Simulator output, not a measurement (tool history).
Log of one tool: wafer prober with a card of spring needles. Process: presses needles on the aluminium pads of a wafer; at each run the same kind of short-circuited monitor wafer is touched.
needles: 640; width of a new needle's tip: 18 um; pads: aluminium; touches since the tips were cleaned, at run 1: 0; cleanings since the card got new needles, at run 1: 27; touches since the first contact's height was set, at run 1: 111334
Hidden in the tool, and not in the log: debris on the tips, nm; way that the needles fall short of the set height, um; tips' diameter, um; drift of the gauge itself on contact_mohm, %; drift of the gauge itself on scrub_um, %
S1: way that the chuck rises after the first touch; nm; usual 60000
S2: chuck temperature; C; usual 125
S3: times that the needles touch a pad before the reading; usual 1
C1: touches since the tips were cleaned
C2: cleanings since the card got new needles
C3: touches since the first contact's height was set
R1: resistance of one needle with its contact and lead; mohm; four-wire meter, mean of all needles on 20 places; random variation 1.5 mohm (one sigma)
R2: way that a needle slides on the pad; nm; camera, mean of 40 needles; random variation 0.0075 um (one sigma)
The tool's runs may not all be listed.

run 1 hour=0.0 | S1=60000 S2=125 S3=1 | C1=0 C2=27 C3=111334 | R1=155 R2=9948
-- hour=26.4 tips cleaned on abrasive film
run 2 hour=41.4 | S1=60000 S2=125 S3=1 | C1=5312 C2=28 C3=125992 | R1=232 R2=9936
-- hour=53.8 tips cleaned on abrasive film
-- hour=81.4 tips cleaned on abrasive film
-- hour=81.7 height of the first contact set anew
run 3 hour=87.9 | S1=60000 S2=125 S3=1 | C1=2185 C2=30 C3=2185 | R1=193 R2=10099
-- hour=106.1 tips cleaned on abrasive film
run 4 hour=114.3 | S1=60000 S2=125 S3=1 | C1=2896 C2=31 C3=11522 | R1=212 R2=10072
-- hour=131.4 tips cleaned on abrasive film
-- hour=156.4 tips cleaned on abrasive film
run 5 hour=158.4 | S1=60000 S2=125 S3=1 | C1=706 C2=33 C3=27106 | R1=173 R2=10066
-- hour=180.5 tips cleaned on abrasive film
run 6 hour=185.9 | S1=60000 S2=125 S3=1 | C1=1894 C2=34 C3=36823 | R1=183 R2=10058
-- hour=208.6 tips cleaned on abrasive film
-- hour=233.3 tips cleaned on abrasive film
run 7 hour=233.3 | S1=60000 S2=125 S3=2 | C1=0 C2=36 C3=53574 | R1=151 R2=10029
-- hour=262.1 tips cleaned on abrasive film
run 8 hour=268.8 | S1=60000 S2=125 S3=2 | C1=2378 C2=37 C3=66139 | R1=184 R2=9998
-- hour=288.6 tips cleaned on abrasive film
run 9 hour=310.3 | S1=60000 S2=125 S3=1 | C1=7705 C2=38 C3=80826 | R1=242 R2=10007
-- hour=313.7 tips cleaned on abrasive film
-- hour=338.3 tips cleaned on abrasive film
run 10 hour=338.3 | S1=60000 S2=125 S3=1 | C1=0 C2=40 C3=90688 | R1=149 R2=9983
-- hour=366.8 tips cleaned on abrasive film
run 11 hour=383.8 | S1=60000 S2=125 S3=2 | C1=6043 C2=41 C3=106810 | R1=204 R2=9949
-- hour=392.2 tips cleaned on abrasive film
-- hour=419.3 tips cleaned on abrasive film
run 12 hour=434.0 | S1=60000 S2=40 S3=1 | C1=5216 C2=43 C3=124550 | R1=234 R2=9934
-- hour=446.0 tips cleaned on abrasive film
-- hour=470.9 tips cleaned on abrasive film
run 13 hour=472.3 | S1=60000 S2=125 S3=3 | C1=500 C2=45 C3=138101 | R1=153 R2=9921
-- hour=477.6 height of the first contact set anew
-- hour=498.9 tips cleaned on abrasive film
run 14 hour=503.5 | S1=71000 S2=125 S3=1 | C1=1664 C2=46 C3=9175 | R1=180 R2=11920
-- hour=527.3 tips cleaned on abrasive film
-- hour=554.3 tips cleaned on abrasive film
run 15 hour=557.1 | S1=60000 S2=125 S3=2 | C1=1000 C2=48 C3=28116 | R1=168 R2=10061
-- hour=581.2 tips cleaned on abrasive film
-- hour=605.5 tips cleaned on abrasive film
run 16 hour=617.9 | S1=60000 S2=125 S3=2 | C1=4414 C2=50 C3=49623 | R1=192 R2=10028
-- hour=631.4 tips cleaned on abrasive film
-- hour=658.5 tips cleaned on abrasive film
run 17 hour=671.0 | S1=60000 S2=125 S3=2 | C1=4438 C2=52 C3=68400 | R1=196 R2=10002
-- hour=684.9 tips cleaned on abrasive film
-- hour=712.1 tips cleaned on abrasive film
run 18 hour=713.6 | S1=59000 S2=125 S3=2 | C1=540 C2=54 C3=83444 | R1=164 R2=9819
-- hour=740.2 tips cleaned on abrasive film
run 19 hour=761.6 | S1=61000 S2=125 S3=1 | C1=7577 C2=55 C3=100433 | R1=249 R2=10128
-- hour=765.7 tips cleaned on abrasive film
-- hour=792.6 tips cleaned on abrasive film
run 20 hour=806.5 | S1=55000 S2=44 S3=1 | C1=4911 C2=57 C3=116297 | R1=261 R2=9103
-- hour=818.1 tips cleaned on abrasive film
-- hour=845.6 tips cleaned on abrasive film
run 21 hour=845.6 | S1=45000 S2=125 S3=1 | C1=0 C2=59 C3=130100 | R1=170 R2=7405
-- hour=872.2 tips cleaned on abrasive film
-- hour=872.5 height of the first contact set anew
run 22 hour=881.8 | S1=62000 S2=45 S3=2 | C1=3304 C2=60 C3=3304 | R1=177 R2=10431
-- hour=897.8 tips cleaned on abrasive film
-- hour=924.7 tips cleaned on abrasive film
run 23 hour=931.3 | S1=79000 S2=52 S3=2 | C1=2331 C2=62 C3=20803 | R1=157 R2=13254
-- hour=949.5 tips cleaned on abrasive film
-- hour=974.7 tips cleaned on abrasive film
run 24 hour=977.3 | S1=79000 S2=52 S3=2 | C1=918 C2=64 C3=37063 | R1=142 R2=13251
-- hour=999.9 tips cleaned on abrasive film
-- hour=1029.2 tips cleaned on abrasive film
run 25 hour=1038.9 | S1=77000 S2=38 S3=1 | C1=3463 C2=66 C3=58862 | R1=187 R2=12867
-- hour=1057.0 tips cleaned on abrasive film
-- hour=1081.7 tips cleaned on abrasive film
run 26 hour=1093.2 | S1=77000 S2=38 S3=1 | C1=4060 C2=68 C3=78040 | R1=191 R2=12842
-- hour=1107.5 tips cleaned on abrasive film
-- hour=1133.4 tips cleaned on abrasive film
run 27 hour=1136.9 | S1=77000 S2=38 S3=1 | C1=1235 C2=70 C3=93481 | R1=156 R2=12844
-- hour=1161.0 tips cleaned on abrasive film
run 28 hour=1161.8 | S1=77000 S2=38 S3=1 | C1=265 C2=71 C3=102268 | R1=140 R2=12829
-- hour=1185.5 tips cleaned on abrasive film
run 29 hour=1194.1 | S1=77000 S2=38 S3=1 | C1=3056 C2=72 C3=113701 | R1=179 R2=12812
-- hour=1213.5 tips cleaned on abrasive film
run 30 hour=1229.3 | S1=60000 S2=125 S3=2 | C1=5607 C2=73 C3=126170 | R1=205 R2=9927
-- hour=1241.7 tips cleaned on abrasive film
run 31 hour=1261.1 | S1=60000 S2=125 S3=2 | C1=6892 C2=74 C3=137422 | R1=209 R2=9940
-- hour=1270.3 tips cleaned on abrasive film
-- hour=1270.6 height of the first contact set anew
-- hour=1296.9 tips cleaned on abrasive film
run 32 hour=1301.2 | S1=60000 S2=125 S3=1 | C1=1533 C2=76 C3=10818 | R1=192 R2=10079

Measured less the same run without the tool's hidden state. The same run-to-run variation is in both; the gauge's scatter may not be:
run=1 R1=+8 R2=-145
run=2 R1=+87 R2=-157
run=3 R1=+48 R2=+0
run=4 R1=+68 R2=-11
run=5 R1=+27 R2=-31
run=6 R1=+42 R2=-42
run=7 R1=+6 R2=-68
run=8 R1=+39 R2=-81
run=9 R1=+100 R2=-94
run=10 R1=+5 R2=-113
run=11 R1=+60 R2=-123
run=12 R1=+104 R2=-143
run=13 R1=+10 R2=-167
run=14 R1=+39 R2=-13
run=15 R1=+23 R2=-39
run=16 R1=+48 R2=-65
run=17 R1=+51 R2=-88
run=18 R1=+19 R2=-109
run=19 R1=+107 R2=-122
run=20 R1=+127 R2=-139
run=21 R1=+21 R2=-162
run=22 R1=+47 R2=+0
run=23 R1=+27 R2=-21
run=24 R1=+14 R2=-48
run=25 R1=+60 R2=-69
run=26 R1=+63 R2=-96
run=27 R1=+29 R2=-114
run=28 R1=+12 R2=-125
run=29 R1=+53 R2=-134
run=30 R1=+60 R2=-144
run=31 R1=+65 R2=-153
run=32 R1=+48 R2=-12

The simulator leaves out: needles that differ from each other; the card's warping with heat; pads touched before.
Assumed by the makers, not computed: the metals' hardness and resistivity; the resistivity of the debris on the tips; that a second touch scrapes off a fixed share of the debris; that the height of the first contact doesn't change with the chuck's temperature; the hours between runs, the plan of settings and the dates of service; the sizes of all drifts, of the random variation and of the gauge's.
